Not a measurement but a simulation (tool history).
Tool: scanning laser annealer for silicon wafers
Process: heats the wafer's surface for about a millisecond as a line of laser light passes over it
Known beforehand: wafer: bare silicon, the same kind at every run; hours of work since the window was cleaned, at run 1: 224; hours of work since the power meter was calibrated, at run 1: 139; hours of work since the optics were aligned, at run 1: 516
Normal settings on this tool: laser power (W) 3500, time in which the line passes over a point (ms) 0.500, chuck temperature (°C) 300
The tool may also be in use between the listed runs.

run	hour	laser power (W)	time in which the line passes over a point (ms)	chuck temperature (°C)	hours of work since the window was cleaned	hours of work since the power meter was calibrated	hours of work since the optics were aligned	highest temperature of the surface (°C)
1	0.0	3500	0.500	300	224	139	516	1052
2	13.7	3500	0.500	300	231	146	523	1055
3	21.1	3500	0.500	300	234	150	527	1052
4	33.8	3500	0.532	300	241	156	533	1079
5	40.5	3500	0.532	300	244	159	537	1077
6	50.9	3500	0.532	300	250	165	542	1077
7	56.5	3500	0.532	300	252	168	545	1075
8	65.7	3500	0.532	300	257	172	550	1077
9	73.3	3500	0.532	300	261	176	553	1077
10	86.0	3500	0.532	300	267	182	560	1075
11	93.0	3500	0.532	300	271	186	563	1077
12	100.7	3500	0.532	300	275	190	567	1076
13	113.5	3500	0.500	300	281	196	574	1057
14	119.4	3500	0.500	300	284	199	577	1053
15	130.5	3500	0.451	265	290	205	582	983
16	143.4	3500	0.413	280	297	212	589	975
17	149.3	3527	0.541	317	299	215	592	1106
18	159.1	3527	0.541	317	305	220	597	1106
19	165.0	3527	0.541	317	307	223	600	1108
20	172.4	3500	0.500	282	311	226	604	1039
21	178.0	3061	0.486	338	314	229	607	969
22	188.7	3418	0.472	340	319	235	612	1056
23	197.9	3450	0.472	276	324	239	617	997
24	206.4	3034	0.500	286	328	244	621	919
25	215.1	3025	0.489	278	333	248	625	905
26	223.0	3025	0.489	278	337	252	629	906
27	231.8	3500	0.500	334	341	256	634	1090
28	241.6	3500	0.500	334	346	261	639	1087

Below are 3 alternative next runs, each starting from the tool's condition after run 28. Predict each:
A	248.2	3188	0.575	280	350	265	642	?
B	248.2	3112	0.500	300	350	265	642	?
C	248.2	3369	0.500	334	350	265	642	?

run	highest temperature of the surface (°C)
A	998
B	957
C	1056
With the hidden condition removed and each run's random variation left untouched, the same runs would have given:
run	highest temperature of the surface (°C)
A	999
B	958
C	1057
